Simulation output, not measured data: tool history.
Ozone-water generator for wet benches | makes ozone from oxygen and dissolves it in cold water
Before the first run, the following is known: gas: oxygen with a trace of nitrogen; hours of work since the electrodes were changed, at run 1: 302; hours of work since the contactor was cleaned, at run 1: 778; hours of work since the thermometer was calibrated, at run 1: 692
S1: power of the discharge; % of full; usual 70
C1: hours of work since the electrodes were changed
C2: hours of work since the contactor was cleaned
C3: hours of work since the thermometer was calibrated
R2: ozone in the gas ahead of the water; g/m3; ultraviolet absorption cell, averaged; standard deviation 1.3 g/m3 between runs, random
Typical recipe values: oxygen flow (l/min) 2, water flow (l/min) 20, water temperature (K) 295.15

run 1 hour=0 | S1=70 oxygen_flow_(l/min)=2 water_flow_(l/min)=20 water_temperature_(K)=295.15 | C1=302 C2=778 C3=692 | dissolved_ozone_(ppm)=12.5 R2=238.4
run 2 hour=26.1 | S1=70 oxygen_flow_(l/min)=2 water_flow_(l/min)=20 water_temperature_(K)=295.15 | C1=322 C2=799 C3=712 | dissolved_ozone_(ppm)=12.6 R2=237.2
run 3 hour=43.4 | S1=70 oxygen_flow_(l/min)=2 water_flow_(l/min)=20 water_temperature_(K)=295.15 | C1=335 C2=812 C3=725 | dissolved_ozone_(ppm)=12.5 R2=239.3
run 4 hour=66.6 | S1=70 oxygen_flow_(l/min)=2 water_flow_(l/min)=20 water_temperature_(K)=295.15 | C1=353 C2=830 C3=743 | dissolved_ozone_(ppm)=12.6 R2=236.1
run 5 hour=91.4 | S1=70 oxygen_flow_(l/min)=2 water_flow_(l/min)=20 water_temperature_(K)=295.15 | C1=372 C2=849 C3=762 | dissolved_ozone_(ppm)=12.1 R2=236.9
run 6 hour=107.7 | S1=70 oxygen_flow_(l/min)=2 water_flow_(l/min)=20 water_temperature_(K)=295.15 | C1=385 C2=862 C3=775 | dissolved_ozone_(ppm)=12.3 R2=238.3
-- hour=109.8 water thermometer calibrated
run 7 hour=128.7 | S1=70 oxygen_flow_(l/min)=2 water_flow_(l/min)=20 water_temperature_(K)=295.15 | C1=401 C2=878 C3=15 | dissolved_ozone_(ppm)=12.5 R2=236.7
run 8 hour=157.4 | S1=70 oxygen_flow_(l/min)=2 water_flow_(l/min)=20 water_temperature_(K)=295.15 | C1=423 C2=900 C3=37 | dissolved_ozone_(ppm)=12.4 R2=237
run 9 hour=187.2 | S1=70 oxygen_flow_(l/min)=2 water_flow_(l/min)=20 water_temperature_(K)=295.15 | C1=446 C2=923 C3=60 | dissolved_ozone_(ppm)=12.5 R2=236.4
-- hour=209.8 water thermometer calibrated, once more
run 10 hour=210.9 | S1=70 oxygen_flow_(l/min)=2 water_flow_(l/min)=20 water_temperature_(K)=295.15 | C1=464 C2=941 C3=1 | dissolved_ozone_(ppm)=12.5 R2=235.6
run 11 hour=231 | S1=70 oxygen_flow_(l/min)=2 water_flow_(l/min)=20 water_temperature_(K)=290.15 | C1=479 C2=956 C3=16 | dissolved_ozone_(ppm)=13 R2=234.3
run 12 hour=256.1 | S1=75 oxygen_flow_(l/min)=2 water_flow_(l/min)=20 water_temperature_(K)=300.15 | C1=499 C2=976 C3=36 | dissolved_ozone_(ppm)=12.5 R2=249.1
run 13 hour=284.5 | S1=99 oxygen_flow_(l/min)=2 water_flow_(l/min)=20 water_temperature_(K)=295.15 | C1=521 C2=997 C3=58 | dissolved_ozone_(ppm)=16.3 R2=313.2
run 14 hour=314.8 | S1=99 oxygen_flow_(l/min)=2 water_flow_(l/min)=20 water_temperature_(K)=295.15 | C1=544 C2=1021 C3=81 | dissolved_ozone_(ppm)=16.1 R2=312
run 15 hour=338.5 | S1=70 oxygen_flow_(l/min)=2.33 water_flow_(l/min)=20 water_temperature_(K)=288.15 | C1=562 C2=1039 C3=99 | dissolved_ozone_(ppm)=13.9 R2=220.6
run 16 hour=355.9 | S1=70 oxygen_flow_(l/min)=2.33 water_flow_(l/min)=20 water_temperature_(K)=288.15 | C1=576 C2=1053 C3=113 | dissolved_ozone_(ppm)=13.8 R2=220.7
run 17 hour=381.5 | S1=70 oxygen_flow_(l/min)=2.33 water_flow_(l/min)=20 water_temperature_(K)=288.15 | C1=596 C2=1072 C3=133 | dissolved_ozone_(ppm)=13.7 R2=219.6
run 18 hour=407.9 | S1=70 oxygen_flow_(l/min)=1.13 water_flow_(l/min)=21 water_temperature_(K)=295.15 | C1=616 C2=1093 C3=153 | dissolved_ozone_(ppm)=9.5 R2=300.1
run 19 hour=425 | S1=48 oxygen_flow_(l/min)=2 water_flow_(l/min)=15 water_temperature_(K)=295.15 | C1=629 C2=1106 C3=166 | dissolved_ozone_(ppm)=12 R2=171.4
run 20 hour=438.6 | S1=48 oxygen_flow_(l/min)=2 water_flow_(l/min)=15 water_temperature_(K)=295.15 | C1=640 C2=1116 C3=177 | dissolved_ozone_(ppm)=11.8 R2=174.3

For each entry between runs, how does the tool's hidden state at the last listed run before it compare with that at the first listed run after it?
Logged between run 6 and run 7: water thermometer calibrated (hour 109.8)
  yield of the discharge, % of new electrodes': 98.2 -> 98.1; contactor's efficiency, % of a clean one's: 95.2 -> 95.1
  what was measured, less what the result would be without the hidden state, dissolved ozone (ppm): -0.5 -> -0.6; R2: -4.3 -> -4.4 g/m3
Logged between run 9 and run 10: water thermometer calibrated, once more (hour 209.8)
  contactor's efficiency, % of a clean one's: 94.9 -> 94.8; true water temperature over the reading, C: 0 -> 0.07
  what was measured, less what the result would be without the hidden state, dissolved ozone (ppm): -0.6 -> -0.6; R2: -5 -> -5.2 g/m3
